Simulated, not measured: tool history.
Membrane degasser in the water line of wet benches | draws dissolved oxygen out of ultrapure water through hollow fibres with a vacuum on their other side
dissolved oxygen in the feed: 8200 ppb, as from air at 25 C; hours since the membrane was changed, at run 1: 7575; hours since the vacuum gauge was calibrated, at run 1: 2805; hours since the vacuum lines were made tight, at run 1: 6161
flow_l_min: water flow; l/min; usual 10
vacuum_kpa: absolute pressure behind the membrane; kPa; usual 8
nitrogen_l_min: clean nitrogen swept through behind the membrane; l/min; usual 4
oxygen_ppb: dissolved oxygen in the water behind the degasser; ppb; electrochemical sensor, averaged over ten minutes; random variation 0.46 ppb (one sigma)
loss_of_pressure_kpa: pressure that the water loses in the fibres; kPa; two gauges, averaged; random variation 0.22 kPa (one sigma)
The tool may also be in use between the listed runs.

run      day  flow_l_min  vacuum_kpa  nitrogen_l_min  hours since the membrane was changed  hours since the vacuum gauge was calibrated  hours since the vacuum lines were made tight  oxygen_ppb  loss_of_pressure_kpa
  1        0          10           8               4                                  7575                                         2805                                          6161        40.2                  55.1
  2    4.154          10           8               4                                  7674                                         2904                                          6261        39.2                 55.32
  3    8.958          10           8               4                                  7790                                         3020                                          6376          39                 55.12
  4   14.033          10           8               4                                  7911                                         3141                                          6498        39.5                 55.07
  5   20.196          10           8               9                                  8059                                         3289                                          6646        22.2                 55.37
  6   28.904          10           8               4                                  8268                                         3498                                          6855        38.8                  55.2
  7   37.175          10           8               4                                  8467                                         3697                                          7053        39.3                 55.52
  8   42.671          10         9.3               4                                  8599                                         3829                                          7185        47.3                  55.7
  9   50.258          10           8               4                                  8781                                         4011                                          7367        39.8                 55.47
 10   54.062          10           8               4                                  8872                                         4102                                          7459        39.2                 55.46
 11   58.733          10           8               4                                  8984                                         4214                                          7571        40.7                 55.84
 12   63.871          10           8               4                                  9107                                         4338                                          7694        39.3                 55.59
 13   69.375          10           8               4                                  9240                                         4470                                          7826        39.8                 55.97
 14   75.075          12           8               4                                  9376                                         4607                                          7963          54                 67.33
 15   80.258          10           8               4                                  9501                                         4731                                          8087        40.7                 55.66
 16   87.162          10           8            4.12                                  9666                                         4897                                          8253        39.8                 55.86
 17   91.096          10           8            4.12                                  9761                                         4991                                          8347        39.1                 55.54
 18    97.45          13        8.95               4                                  9913                                         5143                                          8500        69.6                 72.43
 19    105.1          13         7.2            4.47                                 10097                                         5327                                          8684        52.5                  72.5
 20  109.683          10           8            7.25                                 10207                                         5437                                          8794        25.6                 56.01
 21  114.433           7        11.4            7.81                                 10321                                         5551                                          8908        21.9                 39.05
 22  119.308           7        11.4            7.81                                 10438                                         5668                                          9025        21.8                 39.64
 23  127.675          16        9.49               4                                 10639                                         5869                                          9225       104.9                    90
 24  132.375          16        9.49               4                                 10752                                         5982                                          9338       101.9                 89.63
 25  138.296          13       14.99               4                                 10894                                         6124                                          9480       117.4                 72.84
 26  143.083          10       16.26               4                                 11009                                         6239                                          9595        93.1                  55.8
 27  147.292           7       10.42               4                                 11110                                         6340                                          9696        36.1                 39.13
 28  153.038           7       10.42               4                                 11247                                         6478                                          9834        35.8                 39.25
 29  159.504           7       10.42               4                                 11403                                         6633                                          9989        36.2                 39.59
 30  164.704           7       10.42               4                                 11527                                         6758                                         10114        36.2                 39.15
 31  170.342           8        5.07               4                                 11663                                         6893                                         10249        14.7                 45.21
     172.221  -- vacuum gauge calibrated
 32   178.15           7        5.07             2.6                                 11850                                          142                                         10436        15.4                 39.34

The same runs without the tool's hidden state, with the same run-to-run variation:
The hidden state here: membrane still open, %; true pressure behind the membrane over the reading, kPa; air that leaks in behind the membrane, l/min; drift of the gauge itself on oxygen_ppb, %; drift of the gauge itself on loss_of_pressure_kpa, %.
run  oxygen_ppb  loss_of_pressure_kpa
  1        36.9                 53.05
  2        35.8                 53.25
  3        35.6                 53.02
  4          36                 52.94
  5        19.5                  53.2
  6        35.1                 52.99
  7        35.5                 53.24
  8        43.3                 53.38
  9        35.8                 53.11
 10        35.1                 53.06
 11        36.4                 53.42
 12        35.1                 53.14
 13        35.6                 53.49
 14        47.6                 64.29
 15        36.2                 53.11
 16        35.2                 53.25
 17        34.5                 52.93
 18        61.4                 68.97
 19        44.5                 68.98
 20        21.8                 53.26
 21        19.9                 37.11
 22        19.7                 37.67
 23        91.4                 85.42
 24        88.7                 85.01
 25       107.4                 69.05
 26        86.3                 52.87
 27        32.8                 37.05
 28        32.4                 37.13
 29        32.6                 37.44
 30        32.7                 36.99
 31        11.4                  42.7
 32          14                 37.11
